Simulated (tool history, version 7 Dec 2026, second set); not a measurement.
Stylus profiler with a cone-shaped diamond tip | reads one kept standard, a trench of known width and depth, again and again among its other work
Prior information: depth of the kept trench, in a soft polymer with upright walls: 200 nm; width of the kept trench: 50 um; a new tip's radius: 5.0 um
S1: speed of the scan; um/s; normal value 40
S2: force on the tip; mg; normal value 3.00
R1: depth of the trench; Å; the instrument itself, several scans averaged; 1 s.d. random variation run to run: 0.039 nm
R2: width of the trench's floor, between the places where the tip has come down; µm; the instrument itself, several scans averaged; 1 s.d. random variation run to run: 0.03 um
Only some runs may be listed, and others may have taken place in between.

run   hour   S1    S2      R1     R2
  1    0.0   40  3.00  2014.1  46.92
  2   10.6   40  3.00  2014.0  46.87
  3   24.6   40  3.00  2014.6  46.90
  4   30.9   31  3.00  2014.6  46.89
  5   38.2   31  3.00  2014.3  46.91
  6   51.2   31  3.00  2014.0  46.96
  7   61.1   31  3.00  2014.7  46.92
  8   68.2   31  3.00  2015.0  46.90
  9   80.9   31  3.00  2014.7  46.91
 10   88.4   31  2.09  2012.0  46.86
 11   97.8   28  3.00  2013.7  46.90
 12  108.6   28  2.52  2013.6  46.88
 13  117.7   93  3.00  2014.0  46.65
 14  126.0   93  3.00  2014.7  46.61
 15  140.3   93  3.00  2015.1  46.63
 16  151.2   93  3.00  2014.2  46.64
 17  158.3   93  3.00  2014.1  46.63
 18  169.1   40  7.64  2026.3  46.86
 19  176.5   40  7.64  2026.6  46.88
 20  186.6   40  3.00  2015.0  46.84
 21  193.1   40  3.00  2014.9  46.78
 22  199.4   40  3.00  2014.3  46.83
 23  210.8   40  3.00  2015.2  46.78
 24  222.6   40  3.00  2013.9  46.75
 25  237.8   69  8.28  2027.6  46.81
 26  245.9   69  8.28  2027.7  46.77
 27  258.9   51  3.00  2014.1  46.76
 28  273.6   40  1.78  2010.6  46.76
 29  282.9   26  5.77  2022.1  46.83
 30  292.1   40  2.55  2013.3  46.76
 31  301.0   40  2.55  2012.9  46.73
 32  307.5   40  2.55  2012.9  46.72
 33  315.9  109  2.02  2011.7  46.41
 34  330.5  109  2.02  2011.5  46.35
 35  340.5  109  2.02  2011.2  46.33
 36  354.6  109  2.02  2011.9  46.38
 37  366.8   20  4.84  2020.0  46.83
 38  381.7   35  4.95  2019.8  46.79
 39  395.8   35  4.95  2019.7  46.79
 40  408.2  100  1.30  2008.9  46.20
 41  423.3  140  1.15  2008.2  45.89
 42  435.3   32  1.30  2008.9  46.65
 43  445.0   21  3.00  2014.9  46.80
 44  454.3   90  1.72  2010.3  46.35
 45  465.8   90  1.72  2011.2  46.39
 46  473.2  126  2.79  2014.7  46.34

Alternative continuations, all from the tool just after run 46; predict every row:
  A  488.5   12  4.61   ?   ?
  B  488.5   16  1.88   ?   ?
  C  488.5   15  6.42   ?   ?
  D  488.5  102  1.08   ?   ?

run      R1     R2
  A  2019.8  46.81
  B  2011.5  46.77
  C  2024.0  46.77
  D  2008.8  46.16
Take away the tool's hidden state, keep each run's random variation, and the runs would have read:
run      R1     R2
  A  2018.0  47.15
  B  2009.8  47.12
  C  2022.2  47.12
  D  2007.0  46.51

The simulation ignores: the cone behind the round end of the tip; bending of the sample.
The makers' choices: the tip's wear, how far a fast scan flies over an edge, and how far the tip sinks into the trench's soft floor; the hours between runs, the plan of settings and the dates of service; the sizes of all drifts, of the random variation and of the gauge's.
